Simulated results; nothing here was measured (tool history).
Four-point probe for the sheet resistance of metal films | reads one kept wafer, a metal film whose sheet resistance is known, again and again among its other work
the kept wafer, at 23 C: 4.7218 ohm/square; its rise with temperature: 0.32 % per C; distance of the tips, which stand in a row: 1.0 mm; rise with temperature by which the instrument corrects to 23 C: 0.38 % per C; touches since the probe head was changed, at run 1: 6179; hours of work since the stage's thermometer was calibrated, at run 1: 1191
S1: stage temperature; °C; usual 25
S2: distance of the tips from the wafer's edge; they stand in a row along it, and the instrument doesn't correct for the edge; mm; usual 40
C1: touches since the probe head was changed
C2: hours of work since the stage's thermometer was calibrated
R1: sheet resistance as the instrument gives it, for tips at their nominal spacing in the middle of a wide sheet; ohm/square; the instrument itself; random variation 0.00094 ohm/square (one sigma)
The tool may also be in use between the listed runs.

Run 1, day 0: usual settings; C1 6179; C2 1191. Result: R1 4.687141 ohm/square.
Run 2, day 0.708: usual settings but S2 17 mm; C1 7166; C2 1205. Result: R1 4.693297 ohm/square.
Run 3, day 1.525: usual settings but S2 17 mm; C1 8299; C2 1220. Result: R1 4.694717 ohm/square.
At day 1.658: stage's thermometer calibrated.
Run 4, day 2.492: usual settings but S2 17 mm; C1 9619; C2 15. Result: R1 4.693663 ohm/square.
Run 5, day 3.633: usual settings; C1 11210; C2 37. Result: R1 4.68407 ohm/square.
Run 6, day 4.75: usual settings but S1 22 °C, S2 7 mm; C1 12763; C2 57. Result: R1 4.744714 ohm/square.
At day 4.85: stage's thermometer calibrated, once more.
Run 7, day 5.962: usual settings but S2 9 mm; C1 14421; C2 21. Result: R1 4.723036 ohm/square.
Run 8, day 7.192: usual settings but S1 22 °C, S2 15 mm; C1 16135; C2 43. Result: R1 4.713276 ohm/square.
Run 9, day 8.05: usual settings but S1 22 °C, S2 15 mm; C1 17332; C2 59. Result: R1 4.713258 ohm/square.
Run 10, day 8.658: usual settings but S1 19 °C, S2 25 mm; C1 18176; C2 71. Result: R1 4.713607 ohm/square.

Hidden state or all else? Some run-to-run changes of R1, split into what the settings, what came in and random variation would give without the hidden state, and what is left for the hidden state (with any gauge scatter that isn't in both results):
The hidden state here: inner tips' distance over the nominal, %; tips' flats over new ones', %; wafer's true temperature over the reading, C; drift of the gauge itself on sheet_ohm, %.
Run 5 -> 6: S1 25 -> 22, S2 40 -> 7. R1 +0.060644 ohm/square: hidden state -0.000077, all else +0.060721.
Run 6 -> 7: S1 22 -> 25, S2 7 -> 9, stage's thermometer calibrated, once more. R1 -0.021678 ohm/square: hidden state +0.007475, all else -0.029153.
